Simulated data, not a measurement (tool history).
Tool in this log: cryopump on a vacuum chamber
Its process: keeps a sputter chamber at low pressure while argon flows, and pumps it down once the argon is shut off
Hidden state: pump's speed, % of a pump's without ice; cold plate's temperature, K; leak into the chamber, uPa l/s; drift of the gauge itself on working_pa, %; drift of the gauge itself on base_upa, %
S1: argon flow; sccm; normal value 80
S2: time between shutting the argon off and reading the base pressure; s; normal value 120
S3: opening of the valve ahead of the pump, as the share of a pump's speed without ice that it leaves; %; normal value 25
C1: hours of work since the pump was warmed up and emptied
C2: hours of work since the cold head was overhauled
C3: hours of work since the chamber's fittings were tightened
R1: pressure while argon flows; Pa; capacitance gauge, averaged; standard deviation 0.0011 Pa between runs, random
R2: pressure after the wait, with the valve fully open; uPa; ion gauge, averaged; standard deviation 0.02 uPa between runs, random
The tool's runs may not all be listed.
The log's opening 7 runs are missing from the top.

| run | hour | S1 | S2 | S3 | C1 | C2 | C3 | R1 | R2 |
|---|---|---|---|---|---|---|---|---|---|
| 8 | 700 | 80 | 120 | 16 | 229 | 2802 | 2412 | 0.3896 | 1.3 |
| 9 | 779.7 | 80 | 120 | 16 | 271 | 2843 | 2454 | 0.3921 | 1.31 |
| 10 | 877.8 | 80 | 161 | 25 | 322 | 2894 | 2505 | 0.2546 | 1.28 |
| 11 | 946.8 | 80 | 161 | 25 | 358 | 2930 | 2541 | 0.2556 | 1.32 |
| 12 | 1061.2 | 80 | 161 | 25 | 418 | 2990 | 2601 | 0.2572 | 1.44 |
| 13 | 1158.6 | 80 | 120 | 25 | 468 | 3041 | 2651 | 0.2603 | 1.48 |
|  | 1204.3 | pump warmed up, emptied and cooled again |
| 14 | 1278.3 | 80 | 124 | 25 | 39 | 3100 | 2711 | 0.247 | 1.36 |
| 15 | 1405.7 | 80 | 124 | 25 | 105 | 3167 | 2778 | 0.2493 | 1.34 |
| 16 | 1488.8 | 80 | 124 | 25 | 148 | 3210 | 2821 | 0.2505 | 1.4 |
| 17 | 1604.4 | 80 | 120 | 32 | 209 | 3270 | 2881 | 0.1979 | 1.49 |
| 18 | 1722.5 | 69 | 40 | 36 | 270 | 3332 | 2943 | 0.1546 | 1.78 |
| 19 | 1793.5 | 35 | 27 | 25 | 307 | 3369 | 2980 | 0.1122 | 1.98 |
| 20 | 1907.8 | 94 | 184 | 24 | 367 | 3429 | 3039 | 0.311 | 1.57 |
| 21 | 1994.6 | 94 | 184 | 24 | 412 | 3474 | 3085 | 0.3153 | 1.63 |
| 22 | 2098.5 | 94 | 184 | 24 | 466 | 3528 | 3139 | 0.3162 | 1.69 |
|  | 2147 | pump warmed up, emptied and cooled again |
| 23 | 2166.5 | 94 | 184 | 24 | 10 | 3561 | 3172 | 0.2987 | 1.44 |
| 24 | 2290.7 | 94 | 184 | 24 | 75 | 3626 | 3236 | 0.3025 | 1.48 |
| 25 | 2372.5 | 108 | 286 | 27 | 118 | 3668 | 3279 | 0.3114 | 1.49 |
| 26 | 2477.6 | 80 | 196 | 43 | 172 | 3723 | 3334 | 0.1483 | 1.59 |
| 27 | 2542.4 | 80 | 151 | 49 | 206 | 3757 | 3368 | 0.1344 | 1.62 |

Expected results for the next run?
| 28 | 2636.8 | 80 | 43 | 49 | 255 | 3806 | 3417 | ? | ? |

Run 28 measured R1 0.1336 Pa, R2 2.02 uPa.
With no hidden state in the tool, this same run would have given R1 0.1236 Pa, R2 0.55 uPa.
